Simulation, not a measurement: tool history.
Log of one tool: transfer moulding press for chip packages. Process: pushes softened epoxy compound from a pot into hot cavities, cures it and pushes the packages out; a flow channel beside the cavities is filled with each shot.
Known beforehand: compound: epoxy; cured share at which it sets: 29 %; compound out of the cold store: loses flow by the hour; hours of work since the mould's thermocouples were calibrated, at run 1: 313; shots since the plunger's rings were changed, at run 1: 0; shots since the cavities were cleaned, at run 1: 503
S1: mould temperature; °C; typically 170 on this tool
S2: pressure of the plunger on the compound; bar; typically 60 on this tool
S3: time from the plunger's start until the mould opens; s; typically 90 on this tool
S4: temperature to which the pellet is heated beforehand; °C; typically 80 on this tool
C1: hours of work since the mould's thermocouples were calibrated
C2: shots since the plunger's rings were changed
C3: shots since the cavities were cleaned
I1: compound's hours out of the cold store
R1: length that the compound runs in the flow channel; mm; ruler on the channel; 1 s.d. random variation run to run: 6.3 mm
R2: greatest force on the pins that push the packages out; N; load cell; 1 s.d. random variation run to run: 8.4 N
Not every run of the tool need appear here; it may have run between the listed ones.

Run 1, day 0: usual settings; C1 313; C2 0; C3 503; I1 23. Result: R1 1009 mm, R2 526 N.
At day 1.008: cavities cleaned with cleaning compound and waxed.
Run 2, day 1.462: usual settings; C1 337; C2 518; C3 169; I1 19.8. Result: R1 995 mm, R2 462 N.
Run 3, day 2.667: usual settings; C1 358; C2 965; C3 616; I1 34.8. Result: R1 947 mm, R2 573 N.
At day 3.533: cavities cleaned with cleaning compound and waxed.
Run 4, day 5.204: usual settings; C1 400; C2 1881; C3 618; I1 12.3. Result: R1 990 mm, R2 561 N.
At day 6.1: cavities cleaned with cleaning compound and waxed.
Run 5, day 6.3: usual settings; C1 417; C2 2265; C3 74; I1 29.5. Result: R1 951 mm, R2 412 N.
At day 7.962: plunger's sealing rings changed.
Run 6, day 7.996: usual settings; C1 444; C2 12; C3 663; I1 33.6. Result: R1 970 mm, R2 591 N.
At day 8.571: cavities cleaned with cleaning compound and waxed.
Run 7, day 9.617: usual settings; C1 471; C2 590; C3 387; I1 22.2. Result: R1 992 mm, R2 508 N.
At day 11.054: cavities cleaned with cleaning compound and waxed.
Run 8, day 11.571: usual settings but S2 62.8 bar; C1 503; C2 1290; C3 191; I1 38.2. Result: R1 954 mm, R2 475 N.
Run 9, day 12.812: usual settings but S2 62.8 bar; C1 524; C2 1751; C3 652; I1 41.6. Result: R1 942 mm, R2 548 N.
At day 13.479: cavities cleaned with cleaning compound and waxed.
Run 10, day 14.129: usual settings but S2 62.8 bar; C1 545; C2 2216; C3 240; I1 18.2. Result: R1 998 mm, R2 491 N.
At day 15.888: plunger's sealing rings changed.
At day 15.95: cavities cleaned with cleaning compound and waxed.
Run 11, day 16.038: usual settings but S2 62.8 bar; C1 575; C2 34; C3 34; I1 45. Result: R1 965 mm, R2 429 N.
Run 12, day 17.788: usual settings but S1 165 °C, S2 62.8 bar; C1 605; C2 682; C3 682; I1 31.3. Result: R1 1025 mm, R2 796 N.
At day 18.429: cavities cleaned with cleaning compound and waxed.
Run 13, day 19.558: usual settings but S1 165 °C, S2 62.8 bar; C1 634; C2 1315; C3 418; I1 44. Result: R1 973 mm, R2 752 N.
At day 20.983: cavities cleaned with cleaning compound and waxed.
Run 14, day 22.058: usual settings but S2 65.4 bar, S3 126 s, S4 85 °C; C1 675; C2 2218; C3 398; I1 11.3. Result: R1 1046 mm, R2 428 N.
At day 23.446: cavities cleaned with cleaning compound and waxed.
At day 23.904: plunger's sealing rings changed.
Run 15, day 24.775: usual settings but S3 92 s, S4 87 °C; C1 718; C2 323; C3 454; I1 12.1. Result: R1 1020 mm, R2 518 N.
At day 25.038: mould's thermocouples calibrated.
At day 25.983: cavities cleaned with cleaning compound and waxed.
Run 16, day 25.983: usual settings but S3 97 s, S4 87 °C; C1 15; C2 716; C3 0; I1 16.8. Result: R1 1009 mm, R2 357 N.
Run 17, day 27.404: usual settings but S3 97 s, S4 87 °C; C1 39; C2 1243; C3 527; I1 8.1. Result: R1 1022 mm, R2 496 N.
At day 28.462: cavities cleaned with cleaning compound and waxed.
Run 18, day 29.471: usual settings but S2 65.6 bar, S3 85 s, S4 76 °C; C1 73; C2 1986; C3 374; I1 30.6. Result: R1 975 mm, R2 551 N.
Run 19, day 30.579: usual settings but S2 63.5 bar; C1 92; C2 2397; C3 785; I1 13.1. Result: R1 1018 mm, R2 562 N.
At day 30.854: cavities cleaned with cleaning compound and waxed.
At day 31.996: plunger's sealing rings changed.
Run 20, day 33.233: usual settings but S2 63.5 bar; C1 134; C2 458; C3 842; I1 19.8. Result: R1 1023 mm, R2 572 N.
At day 33.471: cavities cleaned with cleaning compound and waxed.
Run 21, day 35.408: usual settings but S2 63.5 bar; C1 170; C2 1242; C3 718; I1 28.9. Result: R1 997 mm, R2 558 N.
At day 35.892: cavities cleaned with cleaning compound and waxed.
Run 22, day 37.604: usual settings but S1 168 °C, S2 58.4 bar, S4 89 °C; C1 207; C2 2032; C3 635; I1 9.1. Result: R1 1009 mm, R2 593 N.
At day 38.254: cavities cleaned with cleaning compound and waxed.
Run 23, day 38.862: usual settings but S1 168 °C, S2 58.4 bar, S4 89 °C; C1 227; C2 2474; C3 224; I1 26.4. Result: R1 933 mm, R2 506 N.
At day 39.992: plunger's sealing rings changed.
At day 40.879: cavities cleaned with cleaning compound and waxed.
Run 24, day 41.229: usual settings but S1 168 °C, S2 58.4 bar, S3 83 s, S4 83 °C; C1 264; C2 435; C3 130; I1 47.6. Result: R1 922 mm, R2 566 N.
At day 43.225: cavities cleaned with cleaning compound and waxed.
Run 25, day 43.633: usual settings but S1 168 °C, S2 58.4 bar, S3 83 s, S4 83 °C; C1 304; C2 1303; C3 151; I1 22.6. Result: R1 969 mm, R2 592 N.

Below are 3 alternative next runs, each starting from the tool's condition after run 25. Predict each:
Run A, day 44.917: usual settings but S2 56.6 bar, S3 103 s; C1 326; C2 1779; C3 627; I1 45.4. Result: R1 ?, R2 ?.
Run B, day 44.917: usual settings but S2 60.4 bar, S3 83 s, S4 89 °C; C1 326; C2 1779; C3 627; I1 42.6. Result: R1 ?, R2 ?.
Run C, day 44.917: usual settings but S1 168 °C, S2 63.6 bar, S3 83 s, S4 83 °C; C1 326; C2 1779; C3 627; I1 26.2. Result: R1 ?, R2 ?.

run   R1   R2
  A  877  490
  B  904  581
  C  984  752
Had the tool no hidden state, the same runs would have come out as:
run    R1   R2
  A   905  344
  B   933  398
  C  1015  513

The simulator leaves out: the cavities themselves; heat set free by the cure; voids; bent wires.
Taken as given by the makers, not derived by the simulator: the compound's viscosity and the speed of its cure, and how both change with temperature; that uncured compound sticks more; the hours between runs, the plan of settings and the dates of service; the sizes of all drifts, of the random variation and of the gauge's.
